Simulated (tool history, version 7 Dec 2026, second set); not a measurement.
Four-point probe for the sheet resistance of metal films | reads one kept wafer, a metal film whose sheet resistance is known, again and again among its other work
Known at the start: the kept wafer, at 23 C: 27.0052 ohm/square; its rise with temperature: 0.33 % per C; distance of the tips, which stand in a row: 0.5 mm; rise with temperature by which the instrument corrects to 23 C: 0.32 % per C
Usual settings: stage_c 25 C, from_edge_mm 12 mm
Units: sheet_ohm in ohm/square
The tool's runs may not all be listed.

{"run": 1, "day": 0.0, "stage_c": 25, "from_edge_mm": 12, "sheet_ohm": 27.267175}
{"run": 2, "day": 1.488, "stage_c": 25, "from_edge_mm": 12, "sheet_ohm": 27.269003}
{"run": 3, "day": 4.146, "stage_c": 33, "from_edge_mm": 12, "sheet_ohm": 27.282133}
{"run": 4, "day": 6.654, "stage_c": 33, "from_edge_mm": 12, "sheet_ohm": 27.296155}
{"run": 5, "day": 8.85, "stage_c": 23, "from_edge_mm": 12, "sheet_ohm": 27.261805}
{"run": 6, "day": 11.642, "stage_c": 23, "from_edge_mm": 12, "sheet_ohm": 27.262506}
{"run": 7, "day": 13.892, "stage_c": 23, "from_edge_mm": 12, "sheet_ohm": 27.251476}
{"run": 8, "day": 16.308, "stage_c": 23, "from_edge_mm": 12, "sheet_ohm": 27.254201}
{"run": 9, "day": 17.517, "stage_c": 23, "from_edge_mm": 12, "sheet_ohm": 27.242808}
{"run": 10, "day": 20.192, "stage_c": 25, "from_edge_mm": 12, "sheet_ohm": 27.249458}
{"day": 20.479, "done": "stage's thermometer calibrated"}
{"run": 11, "day": 22.933, "stage_c": 25, "from_edge_mm": 12, "sheet_ohm": 27.269907}
{"run": 12, "day": 25.317, "stage_c": 34, "from_edge_mm": 47, "sheet_ohm": 27.267545}
{"day": 26.054, "done": "stage's thermometer calibrated, once more"}
{"run": 13, "day": 27.888, "stage_c": 25, "from_edge_mm": 45, "sheet_ohm": 27.168162}
{"run": 14, "day": 30.783, "stage_c": 30, "from_edge_mm": 4, "sheet_ohm": 27.408522}
{"run": 15, "day": 32.892, "stage_c": 30, "from_edge_mm": 16, "sheet_ohm": 27.191311}
{"run": 16, "day": 34.779, "stage_c": 30, "from_edge_mm": 16, "sheet_ohm": 27.192844}

Run 17 comes next. What will it give?
{"run": 17, "day": 36.854, "stage_c": 31, "from_edge_mm": 11, "sheet_ohm": "?"}

{"run 17": {"sheet_ohm": 27.215104}}
Without the tool's hidden state the same run would have given sheet_ohm 27.062972 ohm/square.
